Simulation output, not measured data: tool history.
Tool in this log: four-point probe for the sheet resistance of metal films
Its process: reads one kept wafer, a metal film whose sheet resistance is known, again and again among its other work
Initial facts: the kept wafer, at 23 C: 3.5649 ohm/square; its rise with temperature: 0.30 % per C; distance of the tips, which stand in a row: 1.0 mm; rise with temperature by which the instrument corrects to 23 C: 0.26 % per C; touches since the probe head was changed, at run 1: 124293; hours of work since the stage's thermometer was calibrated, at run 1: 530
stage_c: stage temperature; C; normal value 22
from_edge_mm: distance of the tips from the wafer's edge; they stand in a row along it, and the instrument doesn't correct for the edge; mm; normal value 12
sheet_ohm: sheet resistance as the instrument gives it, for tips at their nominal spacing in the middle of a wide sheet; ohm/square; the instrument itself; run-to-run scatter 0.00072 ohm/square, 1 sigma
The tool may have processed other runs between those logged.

run    hour  stage_c  from_edge_mm  touches since the probe head was changed  hours of work since the stage's thermometer was calibrated  sheet_ohm
  1       0       22            12                                    124293                                                         530   3.580444
  2    36.9       22             4                                    126474                                                         557   3.683015
  3    87.2       22             4                                    129457                                                         595   3.682173
  4   114.4       22             4                                    131065                                                         615    3.68364
  5   138.9       22             4                                    132512                                                         633   3.684815
  6   188.6       22             4                                    135453                                                         670   3.684783
  7   247.2       22            12                                    138925                                                         714   3.581585
  8   283.8       22            12                                    141088                                                         742   3.583776
  9   313.5       22            12                                    142851                                                         764   3.583235
 10   351.9       22            12                                    145123                                                         792   3.583613
 11   380.7       19            12                                    146829                                                         814   3.578653
 12   409.8       22            12                                    148550                                                         836   3.584948
 13     468       22            12                                    151990                                                         879   3.584078
 14   498.1       21            12                                    153777                                                         902   3.582861
 15   529.9       22            12                                    155657                                                         925   3.584721
 16   568.2       22            12                                    157924                                                         954   3.585009
      574.7  -- new probe head fitted
 17   618.6       22            12                                      2595                                                         991   3.584842
 18   676.2       22            12                                      6004                                                        1034   3.583833
 19   703.4       22            13                                      7615                                                        1054    3.58537
      709.4  -- stage's thermometer calibrated
 20   763.1       19            10                                     11121                                                          40   3.586978
 21   788.3       25            72                                     12613                                                          59   3.578895
 22   826.8       20            12                                     14889                                                          88    3.58319
 23   882.2       20            12                                     18171                                                         129   3.585115
 24   934.1       20            12                                     21240                                                         168   3.585614
      937.6  -- stage's thermometer calibrated, once more
 25   968.6       23             3                                     23256                                                          23   3.773346
 26    1016       33            24                                     26057                                                          59   3.592352
 27  1052.7       22             9                                     28231                                                          86   3.596315
 28  1082.7       23            38                                     30005                                                         108   3.576167
 29  1107.3       23            38                                     31464                                                         127   3.574347
 30  1152.2       19            18                                     34121                                                         160   3.573775
 31  1200.1       21            18                                     36959                                                         196   3.578394
 32  1253.9       26             5                                     40142                                                         236   3.655063
 33  1288.2       23            35                                     42172                                                         262   3.578145
 34  1345.3       29             5                                     45551                                                         305   3.662079

Here are 4 independent what-if runs from the current tool condition. What would each one return?
  A  1387.4       30             5                                     48039                                                         336          ?
  B  1387.4       21            42                                     48039                                                         336          ?
  C  1387.4       26            12                                     48039                                                         336          ?
  D  1387.4       34            12                                     48039                                                         336          ?

run  sheet_ohm
  A   3.664065
  B    3.57474
  C   3.595086
  D   3.607652
Stripped of hidden state, with their random variation kept, the same runs would have yielded:
run  sheet_ohm
  A   3.651298
  B   3.562221
  C   3.582524
  D   3.595087

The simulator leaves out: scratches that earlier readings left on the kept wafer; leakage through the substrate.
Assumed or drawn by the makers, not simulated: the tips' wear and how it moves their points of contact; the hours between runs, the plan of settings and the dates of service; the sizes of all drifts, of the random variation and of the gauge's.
